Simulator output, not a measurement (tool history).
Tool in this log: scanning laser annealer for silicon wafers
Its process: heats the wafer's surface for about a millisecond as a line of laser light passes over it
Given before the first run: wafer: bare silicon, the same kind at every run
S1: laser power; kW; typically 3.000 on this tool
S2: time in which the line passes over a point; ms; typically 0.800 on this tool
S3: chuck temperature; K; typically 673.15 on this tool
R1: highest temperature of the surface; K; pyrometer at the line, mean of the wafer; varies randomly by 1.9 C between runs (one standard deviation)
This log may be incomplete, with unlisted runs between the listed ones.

run,hour,S1,S2,S3,R1
1,0.0,3.000,0.800,673.15,1385.15
2,64.1,3.000,0.830,673.15,1396.15
3,99.2,3.000,0.830,673.15,1392.15
4,156.7,3.000,0.800,694.15,1409.15
5,192.8,3.000,0.800,694.15,1406.15
6,236.0,3.000,0.800,694.15,1404.15
7,285.2,3.102,0.800,656.15,1390.15
8,311.2,3.102,0.800,656.15,1394.15
9,365.6,3.102,0.800,656.15,1393.15
10,412.6,3.173,0.969,693.15,1510.15

What if the next run were any one of these 4? Each begins from the tool's condition after run 10:
# hour 455.9: window over the wafer cleaned
A,462.9,2.905,0.972,673.15,?
# hour 455.9: window over the wafer cleaned
B,462.9,3.173,0.836,646.15,?
# hour 455.9: window over the wafer cleaned
C,462.9,2.673,0.732,636.15,?
# hour 455.9: window over the wafer cleaned
D,462.9,2.669,0.969,648.15,?

run,R1
A,1425.15
B,1414.15
C,1242.15
D,1337.15
What these runs would have given with no unlogged condition in the tool:
run,R1
A,1426.15
B,1414.15
C,1243.15
D,1338.15
